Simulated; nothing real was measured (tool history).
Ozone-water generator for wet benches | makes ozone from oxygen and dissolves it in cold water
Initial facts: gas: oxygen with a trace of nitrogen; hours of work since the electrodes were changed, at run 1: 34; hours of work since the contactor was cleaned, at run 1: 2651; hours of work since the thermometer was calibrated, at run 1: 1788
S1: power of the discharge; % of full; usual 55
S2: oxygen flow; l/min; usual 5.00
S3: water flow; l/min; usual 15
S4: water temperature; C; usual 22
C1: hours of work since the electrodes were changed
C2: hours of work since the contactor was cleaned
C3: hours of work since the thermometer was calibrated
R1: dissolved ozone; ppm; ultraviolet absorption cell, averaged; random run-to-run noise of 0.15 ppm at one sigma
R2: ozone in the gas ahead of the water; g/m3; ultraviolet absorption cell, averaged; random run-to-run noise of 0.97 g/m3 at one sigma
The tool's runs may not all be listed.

run     day  S1    S2  S3  S4   C1    C2    C3    R1     R2
  1   0.000  55  5.00  15  22   34  2651  1788  25.4  197.8
  2   1.317  55  5.00  15  22   63  2679  1817  25.3  198.2
  3   2.258  55  5.00  15  22   83  2700  1837  25.4  199.0
  4   3.896  55  5.00  15  22  119  2735  1873  25.4  199.2
  5   5.054  55  5.00  15  22  144  2760  1898  25.2  198.5
  6   6.717  55  5.00  15  22  180  2796  1934  25.3  197.3
  7   7.996  55  4.26  15  22  208  2824  1962  24.7  205.8
  8   9.425  55  3.97  15  22  239  2855  1993  24.3  212.7
  9  10.417  53  3.97  15  22  261  2877  2014  23.5  206.8
 10  11.400  53  3.97  15  22  282  2898  2036  23.8  204.0
 11  12.525  53  3.97  11  24  306  2923  2060  28.1  206.8
 12  13.317  53  3.97  11  24  324  2940  2077  27.9  207.4
 13  14.592  53  3.97  11  24  351  2968  2105  28.0  206.6
 14  16.225  90  3.97  17  26  387  3003  2141  30.1  309.4
 15  17.100  55  5.00  16  17  406  3022  2160  25.9  197.0
 16  18.233  71  5.00  16  15  430  3047  2184  32.7  239.3

Here are 5 independent what-if runs from the current tool condition. What would each one return?
  A  19.712  55  6.21  15  22  463  3079  2216   ?   ?
  B  19.712  55  5.00  15  24  463  3079  2216   ?   ?
  C  19.712  67  7.99  15  22  463  3079  2216   ?   ?
  D  19.712  55  5.00  15  22  463  3079  2216   ?   ?
  E  19.712  67  4.15  15  20  463  3079  2216   ?   ?

run    R1     R2
  A  26.0  183.3
  B  24.4  195.9
  C  30.2  197.7
  D  24.8  197.1
  E  29.1  242.9
Without the tool's unlogged condition, the same runs would have read:
run    R1     R2
  A  27.1  185.5
  B  25.5  198.3
  C  31.5  200.5
  D  25.9  199.4
  E  30.4  246.4
